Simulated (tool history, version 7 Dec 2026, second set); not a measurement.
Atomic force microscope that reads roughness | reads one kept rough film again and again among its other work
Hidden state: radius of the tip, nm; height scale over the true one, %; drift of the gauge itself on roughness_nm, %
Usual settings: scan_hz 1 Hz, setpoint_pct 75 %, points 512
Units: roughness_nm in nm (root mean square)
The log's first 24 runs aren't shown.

run	hour	scan_hz	setpoint_pct	points	pictures with this tip	hours of work since the height scale was calibrated	roughness_nm
25	166.5	1	75	512	69	108	4.136
# hour 167.5: new tip fitted
26	171.6	1	75	512	6	111	4.784
27	180.4	1.31	84	888	21	117	4.393
28	189.1	1	75	863	35	122	4.443
29	194.2	0.83	89	512	44	125	4.254
30	201.8	1.41	77	588	56	130	4.134
31	207.6	1.41	77	588	66	134	4.043
# hour 210.4: new tip fitted
32	215.7	1.41	77	588	8	139	4.577
33	220.1	1.26	55	321	16	142	4.801
34	224	1.03	70	287	22	144	4.632
35	232	0.57	76	464	35	149	4.535
36	236	0.57	76	464	42	152	4.45
37	243.1	0.57	57	308	54	156	4.398
38	251.7	0.57	57	308	68	162	4.26
# hour 253.4: new tip fitted
39	261	0.51	70	573	12	168	4.856
40	265	0.51	70	573	19	170	4.735
41	268.9	2.03	71	573	25	173	4.442

Run 42 comes next. What will it give?
42	273.8	2.75	75	297	34	176	?

{"run 42": {"roughness_nm": 4.141}}
Without the tool's hidden state the same run would have given roughness_nm 4.457 nm (root mean square).
